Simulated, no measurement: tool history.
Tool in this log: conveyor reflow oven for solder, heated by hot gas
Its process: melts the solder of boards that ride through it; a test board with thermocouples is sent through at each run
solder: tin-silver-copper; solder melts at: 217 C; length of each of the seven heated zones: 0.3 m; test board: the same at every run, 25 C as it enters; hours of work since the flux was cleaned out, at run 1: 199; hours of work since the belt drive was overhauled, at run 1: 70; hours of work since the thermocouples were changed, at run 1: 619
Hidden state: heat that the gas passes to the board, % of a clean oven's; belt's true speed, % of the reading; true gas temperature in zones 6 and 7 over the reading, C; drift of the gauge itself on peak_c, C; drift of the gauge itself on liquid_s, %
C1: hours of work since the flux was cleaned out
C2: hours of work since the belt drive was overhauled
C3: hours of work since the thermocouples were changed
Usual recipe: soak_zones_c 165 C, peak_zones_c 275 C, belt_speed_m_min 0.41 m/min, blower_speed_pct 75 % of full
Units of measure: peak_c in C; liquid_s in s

{"run": 1, "hour": 0.0, "soak_zones_c": 165, "peak_zones_c": 275, "belt_speed_m_min": 0.41, "blower_speed_pct": 75, "C1": 199, "C2": 70, "C3": 619, "peak_c": 258.9, "liquid_s": 66.7}
{"run": 2, "hour": 8.5, "soak_zones_c": 165, "peak_zones_c": 275, "belt_speed_m_min": 0.41, "blower_speed_pct": 75, "C1": 205, "C2": 77, "C3": 626, "peak_c": 257.8, "liquid_s": 67}
{"run": 3, "hour": 19.5, "soak_zones_c": 165, "peak_zones_c": 275, "belt_speed_m_min": 0.41, "blower_speed_pct": 75, "C1": 214, "C2": 86, "C3": 635, "peak_c": 257.8, "liquid_s": 66.9}
{"run": 4, "hour": 32.5, "soak_zones_c": 165, "peak_zones_c": 275, "belt_speed_m_min": 0.41, "blower_speed_pct": 75, "C1": 225, "C2": 96, "C3": 645, "peak_c": 257.4, "liquid_s": 67.1}
{"run": 5, "hour": 42.1, "soak_zones_c": 165, "peak_zones_c": 275, "belt_speed_m_min": 0.41, "blower_speed_pct": 75, "C1": 232, "C2": 104, "C3": 652, "peak_c": 257.6, "liquid_s": 66.5}
{"run": 6, "hour": 55.9, "soak_zones_c": 165, "peak_zones_c": 275, "belt_speed_m_min": 0.41, "blower_speed_pct": 75, "C1": 243, "C2": 115, "C3": 663, "peak_c": 258, "liquid_s": 66.7}
{"run": 7, "hour": 73.2, "soak_zones_c": 165, "peak_zones_c": 287, "belt_speed_m_min": 0.41, "blower_speed_pct": 75, "C1": 257, "C2": 128, "C3": 677, "peak_c": 267.8, "liquid_s": 73.2}
{"run": 8, "hour": 91.0, "soak_zones_c": 165, "peak_zones_c": 287, "belt_speed_m_min": 0.41, "blower_speed_pct": 75, "C1": 271, "C2": 142, "C3": 691, "peak_c": 267.9, "liquid_s": 72.8}
{"hour": 104.3, "done": "flux residue cleaned out of gas plates and filters"}
{"run": 9, "hour": 105.4, "soak_zones_c": 165, "peak_zones_c": 266, "belt_speed_m_min": 0.41, "blower_speed_pct": 75, "C1": 1, "C2": 150, "C3": 699, "peak_c": 250.8, "liquid_s": 62.1}
{"run": 10, "hour": 123.5, "soak_zones_c": 165, "peak_zones_c": 266, "belt_speed_m_min": 0.41, "blower_speed_pct": 75, "C1": 15, "C2": 164, "C3": 713, "peak_c": 251.1, "liquid_s": 61.5}
{"run": 11, "hour": 141.5, "soak_zones_c": 152, "peak_zones_c": 275, "belt_speed_m_min": 0.41, "blower_speed_pct": 75, "C1": 30, "C2": 179, "C3": 727, "peak_c": 256.6, "liquid_s": 62.3}
{"run": 12, "hour": 154.0, "soak_zones_c": 152, "peak_zones_c": 275, "belt_speed_m_min": 0.41, "blower_speed_pct": 75, "C1": 39, "C2": 188, "C3": 737, "peak_c": 257, "liquid_s": 61.9}
{"run": 13, "hour": 166.6, "soak_zones_c": 152, "peak_zones_c": 275, "belt_speed_m_min": 0.41, "blower_speed_pct": 75, "C1": 49, "C2": 198, "C3": 747, "peak_c": 256.1, "liquid_s": 61.6}
{"run": 14, "hour": 179.7, "soak_zones_c": 152, "peak_zones_c": 275, "belt_speed_m_min": 0.41, "blower_speed_pct": 75, "C1": 60, "C2": 209, "C3": 758, "peak_c": 257.6, "liquid_s": 62}
{"run": 15, "hour": 193.7, "soak_zones_c": 166, "peak_zones_c": 275, "belt_speed_m_min": 0.41, "blower_speed_pct": 75, "C1": 71, "C2": 220, "C3": 769, "peak_c": 258.1, "liquid_s": 67.8}
{"run": 16, "hour": 211.4, "soak_zones_c": 166, "peak_zones_c": 275, "belt_speed_m_min": 0.41, "blower_speed_pct": 75, "C1": 85, "C2": 234, "C3": 783, "peak_c": 257.1, "liquid_s": 68.1}
{"run": 17, "hour": 227.1, "soak_zones_c": 155, "peak_zones_c": 274, "belt_speed_m_min": 0.42, "blower_speed_pct": 76, "C1": 97, "C2": 246, "C3": 795, "peak_c": 255.1, "liquid_s": 60.2}
{"run": 18, "hour": 246.7, "soak_zones_c": 155, "peak_zones_c": 274, "belt_speed_m_min": 0.42, "blower_speed_pct": 76, "C1": 113, "C2": 262, "C3": 811, "peak_c": 253.8, "liquid_s": 59.6}
{"run": 19, "hour": 259.0, "soak_zones_c": 153, "peak_zones_c": 280, "belt_speed_m_min": 0.41, "blower_speed_pct": 63, "C1": 123, "C2": 272, "C3": 820, "peak_c": 257.5, "liquid_s": 62.7}
{"run": 20, "hour": 274.5, "soak_zones_c": 152, "peak_zones_c": 267, "belt_speed_m_min": 0.417, "blower_speed_pct": 63, "C1": 135, "C2": 284, "C3": 833, "peak_c": 245.9, "liquid_s": 50.2}
{"run": 21, "hour": 286.7, "soak_zones_c": 152, "peak_zones_c": 267, "belt_speed_m_min": 0.417, "blower_speed_pct": 63, "C1": 145, "C2": 294, "C3": 842, "peak_c": 245.6, "liquid_s": 50.8}
{"run": 22, "hour": 298.2, "soak_zones_c": 152, "peak_zones_c": 267, "belt_speed_m_min": 0.417, "blower_speed_pct": 63, "C1": 154, "C2": 303, "C3": 851, "peak_c": 245.3, "liquid_s": 51}
{"run": 23, "hour": 317.2, "soak_zones_c": 168, "peak_zones_c": 275, "belt_speed_m_min": 0.41, "blower_speed_pct": 75, "C1": 169, "C2": 318, "C3": 867, "peak_c": 257.6, "liquid_s": 68.1}
{"run": 24, "hour": 333.4, "soak_zones_c": 169, "peak_zones_c": 275, "belt_speed_m_min": 0.357, "blower_speed_pct": 75, "C1": 182, "C2": 331, "C3": 879, "peak_c": 261.9, "liquid_s": 82.6}
{"run": 25, "hour": 349.4, "soak_zones_c": 169, "peak_zones_c": 275, "belt_speed_m_min": 0.357, "blower_speed_pct": 75, "C1": 194, "C2": 343, "C3": 892, "peak_c": 261.3, "liquid_s": 82.9}
{"run": 26, "hour": 366.7, "soak_zones_c": 169, "peak_zones_c": 275, "belt_speed_m_min": 0.357, "blower_speed_pct": 75, "C1": 208, "C2": 357, "C3": 906, "peak_c": 260.9, "liquid_s": 83.1}
{"run": 27, "hour": 376.9, "soak_zones_c": 169, "peak_zones_c": 276, "belt_speed_m_min": 0.404, "blower_speed_pct": 75, "C1": 216, "C2": 365, "C3": 914, "peak_c": 258.1, "liquid_s": 70.3}
{"run": 28, "hour": 393.9, "soak_zones_c": 169, "peak_zones_c": 281, "belt_speed_m_min": 0.467, "blower_speed_pct": 70, "C1": 230, "C2": 379, "C3": 927, "peak_c": 256.5, "liquid_s": 58.5}
{"run": 29, "hour": 402.9, "soak_zones_c": 165, "peak_zones_c": 265, "belt_speed_m_min": 0.41, "blower_speed_pct": 85, "C1": 237, "C2": 386, "C3": 935, "peak_c": 249, "liquid_s": 60.7}
{"run": 30, "hour": 422.0, "soak_zones_c": 165, "peak_zones_c": 281, "belt_speed_m_min": 0.363, "blower_speed_pct": 66, "C1": 252, "C2": 401, "C3": 950, "peak_c": 263.6, "liquid_s": 81.6}

How the hidden state differs across the entries between the runs, from the last listed run before each to the first after it:
Runs 8 to 9: flux residue cleaned out of gas plates and filters (hour 104.3)
  heat that the gas passes to the board, % of a clean oven's: 93.5 -> 98.8; belt's true speed, % of the reading: 100.07 -> 100.06; true gas temperature in zones 6 and 7 over the reading, C: -2.11 -> -2.13
  measured result minus the result with no hidden state, peak_c: -3.8 -> -2.3 C; liquid_s: -2.2 -> -1.9 s
